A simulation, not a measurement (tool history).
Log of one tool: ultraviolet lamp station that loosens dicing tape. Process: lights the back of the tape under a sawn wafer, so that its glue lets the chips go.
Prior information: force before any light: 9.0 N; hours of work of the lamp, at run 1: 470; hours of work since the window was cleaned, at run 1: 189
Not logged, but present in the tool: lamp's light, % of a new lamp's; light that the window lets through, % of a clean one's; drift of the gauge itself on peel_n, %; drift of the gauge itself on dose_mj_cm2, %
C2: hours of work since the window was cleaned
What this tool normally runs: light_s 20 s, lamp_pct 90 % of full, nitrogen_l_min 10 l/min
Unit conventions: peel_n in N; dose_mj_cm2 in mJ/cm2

run 1 hour=0.0 | light_s=20 lamp_pct=90 nitrogen_l_min=10 | hours_of_work_of_the_lamp=470 C2=189 | peel_n=0.967 dose_mj_cm2=245
run 2 hour=7.5 | light_s=20 lamp_pct=90 nitrogen_l_min=10 | hours_of_work_of_the_lamp=476 C2=194 | peel_n=0.993 dose_mj_cm2=245
run 3 hour=17.2 | light_s=20 lamp_pct=90 nitrogen_l_min=10 | hours_of_work_of_the_lamp=483 C2=201 | peel_n=1.015 dose_mj_cm2=247
run 4 hour=33.2 | light_s=20 lamp_pct=90 nitrogen_l_min=10 | hours_of_work_of_the_lamp=494 C2=212 | peel_n=1.041 dose_mj_cm2=244
run 5 hour=46.7 | light_s=20 lamp_pct=90 nitrogen_l_min=7 | hours_of_work_of_the_lamp=503 C2=222 | peel_n=1.363 dose_mj_cm2=244
run 6 hour=56.5 | light_s=20 lamp_pct=65 nitrogen_l_min=10 | hours_of_work_of_the_lamp=510 C2=228 | peel_n=1.810 dose_mj_cm2=173
run 7 hour=68.6 | light_s=20 lamp_pct=90 nitrogen_l_min=12 | hours_of_work_of_the_lamp=519 C2=237 | peel_n=0.924 dose_mj_cm2=236
run 8 hour=78.2 | light_s=20 lamp_pct=90 nitrogen_l_min=10 | hours_of_work_of_the_lamp=526 C2=244 | peel_n=1.011 dose_mj_cm2=241
run 9 hour=88.3 | light_s=15 lamp_pct=90 nitrogen_l_min=10 | hours_of_work_of_the_lamp=533 C2=251 | peel_n=1.793 dose_mj_cm2=180
run 10 hour=95.5 | light_s=15 lamp_pct=90 nitrogen_l_min=10 | hours_of_work_of_the_lamp=538 C2=256 | peel_n=1.795 dose_mj_cm2=179
run 11 hour=104.7 | light_s=15 lamp_pct=90 nitrogen_l_min=10 | hours_of_work_of_the_lamp=544 C2=263 | peel_n=1.840 dose_mj_cm2=177
run 12 hour=119.1 | light_s=20 lamp_pct=90 nitrogen_l_min=10 | hours_of_work_of_the_lamp=554 C2=273 | peel_n=1.115 dose_mj_cm2=240
run 13 hour=134.6 | light_s=20 lamp_pct=90 nitrogen_l_min=10 | hours_of_work_of_the_lamp=565 C2=284 | peel_n=1.142 dose_mj_cm2=234
run 14 hour=148.5 | light_s=15 lamp_pct=81 nitrogen_l_min=7 | hours_of_work_of_the_lamp=575 C2=293 | peel_n=2.624 dose_mj_cm2=156
run 15 hour=162.9 | light_s=30 lamp_pct=78 nitrogen_l_min=10 | hours_of_work_of_the_lamp=585 C2=304 | peel_n=0.681 dose_mj_cm2=300
run 16 hour=172.3 | light_s=30 lamp_pct=78 nitrogen_l_min=10 | hours_of_work_of_the_lamp=592 C2=310 | peel_n=0.685 dose_mj_cm2=299
run 17 hour=185.7 | light_s=39 lamp_pct=64 nitrogen_l_min=7 | hours_of_work_of_the_lamp=601 C2=320 | peel_n=0.817 dose_mj_cm2=316
run 18 hour=197.8 | light_s=25 lamp_pct=90 nitrogen_l_min=12 | hours_of_work_of_the_lamp=610 C2=328 | peel_n=0.651 dose_mj_cm2=277
-- hour=199.2 window cleaned of glue's vapour
run 19 hour=209.7 | light_s=35 lamp_pct=90 nitrogen_l_min=4 | hours_of_work_of_the_lamp=618 C2=7 | peel_n=1.060 dose_mj_cm2=356
run 20 hour=219.1 | light_s=35 lamp_pct=90 nitrogen_l_min=4 | hours_of_work_of_the_lamp=625 C2=14 | peel_n=1.059 dose_mj_cm2=353
run 21 hour=226.6 | light_s=20 lamp_pct=63 nitrogen_l_min=4 | hours_of_work_of_the_lamp=630 C2=19 | peel_n=3.629 dose_mj_cm2=141
run 22 hour=234.4 | light_s=17 lamp_pct=83 nitrogen_l_min=10 | hours_of_work_of_the_lamp=635 C2=25 | peel_n=2.254 dose_mj_cm2=155
-- hour=247.5 window cleaned of glue's vapour, once more
run 23 hour=251.2 | light_s=17 lamp_pct=83 nitrogen_l_min=10 | hours_of_work_of_the_lamp=647 C2=3 | peel_n=1.455 dose_mj_cm2=199
run 24 hour=259.4 | light_s=12 lamp_pct=90 nitrogen_l_min=10 | hours_of_work_of_the_lamp=653 C2=8 | peel_n=2.238 dose_mj_cm2=149
run 25 hour=266.8 | light_s=12 lamp_pct=90 nitrogen_l_min=10 | hours_of_work_of_the_lamp=658 C2=14 | peel_n=2.260 dose_mj_cm2=152
run 26 hour=282.6 | light_s=12 lamp_pct=90 nitrogen_l_min=10 | hours_of_work_of_the_lamp=669 C2=25 | peel_n=2.282 dose_mj_cm2=152

Below are 5 alternative next runs, each starting from the tool's condition after run 26. Predict each:
run A hour=297.6 | light_s=11 lamp_pct=90 nitrogen_l_min=8 | hours_of_work_of_the_lamp=680 C2=35 | peel_n=? dose_mj_cm2=?
run B hour=297.6 | light_s=15 lamp_pct=90 nitrogen_l_min=10 | hours_of_work_of_the_lamp=680 C2=35 | peel_n=? dose_mj_cm2=?
run C hour=297.6 | light_s=20 lamp_pct=90 nitrogen_l_min=15 | hours_of_work_of_the_lamp=680 C2=35 | peel_n=? dose_mj_cm2=?
run D hour=297.6 | light_s=27 lamp_pct=86 nitrogen_l_min=13 | hours_of_work_of_the_lamp=680 C2=35 | peel_n=? dose_mj_cm2=?
run E hour=297.6 | light_s=14 lamp_pct=64 nitrogen_l_min=11 | hours_of_work_of_the_lamp=680 C2=35 | peel_n=? dose_mj_cm2=?

run=A peel_n=2.858 dose_mj_cm2=140
run=B peel_n=1.681 dose_mj_cm2=186
run=C peel_n=0.709 dose_mj_cm2=248
run=D peel_n=0.463 dose_mj_cm2=321
run=E peel_n=2.876 dose_mj_cm2=127
The same runs, with their run-to-run variation unchanged, on a tool lacking any hidden condition would have given:
run=A peel_n=2.186 dose_mj_cm2=173
run=B peel_n=1.151 dose_mj_cm2=231
run=C peel_n=0.439 dose_mj_cm2=308
run=D peel_n=0.291 dose_mj_cm2=399
run=E peel_n=2.184 dose_mj_cm2=157
